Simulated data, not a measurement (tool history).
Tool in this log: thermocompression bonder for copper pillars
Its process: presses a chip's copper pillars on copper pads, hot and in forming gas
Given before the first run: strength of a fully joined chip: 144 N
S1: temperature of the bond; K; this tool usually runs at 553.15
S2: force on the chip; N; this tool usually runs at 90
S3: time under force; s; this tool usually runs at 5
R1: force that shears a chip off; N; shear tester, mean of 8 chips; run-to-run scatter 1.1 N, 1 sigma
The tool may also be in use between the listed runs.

run 1 hour=0 | S1=553.15 S2=90 S3=5 | R1=87.8
run 2 hour=9.9 | S1=553.15 S2=90 S3=5 | R1=88.6
run 3 hour=19.2 | S1=553.15 S2=90 S3=5 | R1=87.6
run 4 hour=30 | S1=548.15 S2=90 S3=5 | R1=82.7
run 5 hour=36.1 | S1=548.15 S2=90 S3=5 | R1=82.6
run 6 hour=47.1 | S1=548.15 S2=90 S3=5 | R1=81.4
run 7 hour=53.6 | S1=548.15 S2=90 S3=5 | R1=80.1
run 8 hour=61.5 | S1=548.15 S2=90 S3=5 | R1=80.4
run 9 hour=73.3 | S1=548.15 S2=90 S3=5 | R1=81.9
run 10 hour=84 | S1=574.15 S2=90 S3=5 | R1=103.1
run 11 hour=96.1 | S1=565.15 S2=67 S3=5 | R1=82.1
run 12 hour=105 | S1=553.15 S2=123 S3=5 | R1=99.3

For run 13, what comes out?
run 13 hour=111.9 | S1=576.15 S2=90 S3=10 | R1=?

Run 13 came out at R1 117.4 N.
On a tool with no hidden condition, and with the same random variation, this run would have come out at R1 126.6 N.
